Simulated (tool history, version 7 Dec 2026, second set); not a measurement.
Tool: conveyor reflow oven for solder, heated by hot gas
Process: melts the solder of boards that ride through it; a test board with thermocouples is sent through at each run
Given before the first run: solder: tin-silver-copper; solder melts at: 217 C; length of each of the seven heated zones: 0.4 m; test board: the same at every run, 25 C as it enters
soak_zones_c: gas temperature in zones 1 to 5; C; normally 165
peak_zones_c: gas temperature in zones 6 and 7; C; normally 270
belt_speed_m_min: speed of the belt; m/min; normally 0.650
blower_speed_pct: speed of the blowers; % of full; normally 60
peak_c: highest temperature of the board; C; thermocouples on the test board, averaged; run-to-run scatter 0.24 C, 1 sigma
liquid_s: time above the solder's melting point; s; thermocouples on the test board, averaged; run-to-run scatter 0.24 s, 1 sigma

run	hour	soak_zones_c	peak_zones_c	belt_speed_m_min	blower_speed_pct	peak_c	liquid_s
1	0.0	165	270	0.650	60	238.5	38.3
# hour 9.4: flux residue cleaned out of gas plates and filters
2	49.9	165	270	0.650	60	240.6	40.9
# hour 78.9: thermocouples of zones 6 and 7 changed
3	84.0	165	267	0.650	60	240.9	41.0
4	107.6	163	270	0.650	60	242.5	42.3
5	141.9	165	270	0.650	60	242.9	43.1
6	167.4	165	270	0.650	60	242.5	42.8
# hour 200.9: belt drive overhauled, speed set with a stopwatch
7	207.9	165	270	0.650	53	237.3	34.6
8	233.7	165	270	0.650	53	237.2	34.9
9	266.4	165	270	0.650	53	237.1	34.5
10	317.5	165	270	0.650	60	240.3	39.2
11	365.4	165	270	0.650	60	240.3	38.8
# hour 391.8: flux residue cleaned out of gas plates and filters
12	423.4	165	270	0.650	60	242.0	41.3
13	446.1	165	270	0.650	60	242.2	41.5
14	497.3	164	270	0.650	60	241.4	40.1
15	539.4	165	277	0.650	60	246.8	45.7
16	589.1	159	259	0.768	73	229.9	20.1
17	612.3	171	259	0.768	73	232.3	26.8
18	636.9	171	259	0.768	73	232.6	26.4
19	660.9	171	259	0.768	73	231.8	25.8

Forecast run 20:
20	691.4	170	270	0.761	60	?	?

{"run 20": {"peak_c": 234.4, "liquid_s": 27.1}}
Were there no unlogged condition in the tool, this run, its random variation unchanged, would have produced peak_c 237.0 C, liquid_s 30.1 s.
